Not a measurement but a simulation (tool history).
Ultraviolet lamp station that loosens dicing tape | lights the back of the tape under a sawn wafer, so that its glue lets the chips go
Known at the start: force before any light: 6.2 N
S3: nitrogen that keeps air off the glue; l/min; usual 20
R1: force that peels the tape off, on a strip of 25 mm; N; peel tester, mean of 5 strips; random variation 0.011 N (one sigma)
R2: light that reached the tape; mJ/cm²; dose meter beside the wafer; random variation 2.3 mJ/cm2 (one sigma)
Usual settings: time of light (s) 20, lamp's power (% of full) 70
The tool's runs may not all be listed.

run 1 hour=0.0 | time_of_light_(s)=20 lamp's_power_(%_of_full)=70 S3=20 | R1=0.491 R2=222
run 2 hour=23.1 | time_of_light_(s)=10 lamp's_power_(%_of_full)=70 S3=20 | R1=1.672 R2=109
run 3 hour=61.5 | time_of_light_(s)=10 lamp's_power_(%_of_full)=70 S3=20 | R1=1.643 R2=110
run 4 hour=97.4 | time_of_light_(s)=12 lamp's_power_(%_of_full)=70 S3=20 | R1=1.270 R2=126
run 5 hour=127.3 | time_of_light_(s)=12 lamp's_power_(%_of_full)=70 S3=20 | R1=1.262 R2=131
run 6 hour=169.1 | time_of_light_(s)=20 lamp's_power_(%_of_full)=72 S3=20 | R1=0.459 R2=224
run 7 hour=186.9 | time_of_light_(s)=20 lamp's_power_(%_of_full)=72 S3=6 | R1=0.838 R2=225
run 8 hour=205.8 | time_of_light_(s)=20 lamp's_power_(%_of_full)=72 S3=6 | R1=0.838 R2=227
run 9 hour=232.9 | time_of_light_(s)=20 lamp's_power_(%_of_full)=72 S3=6 | R1=0.807 R2=229
run 10 hour=264.5 | time_of_light_(s)=11 lamp's_power_(%_of_full)=70 S3=9 | R1=1.865 R2=123
run 11 hour=299.0 | time_of_light_(s)=30 lamp's_power_(%_of_full)=66 S3=9 | R1=0.336 R2=309

Run 12 comes next. What will it give?
run 12 hour=319.2 | time_of_light_(s)=30 lamp's_power_(%_of_full)=66 S3=9 | R1=? R2=?

R1: 0.353 N
R2: 308 mJ/cm²
Without the tool's hidden state the same run would have given R1 0.351 N, R2 309 mJ/cm².
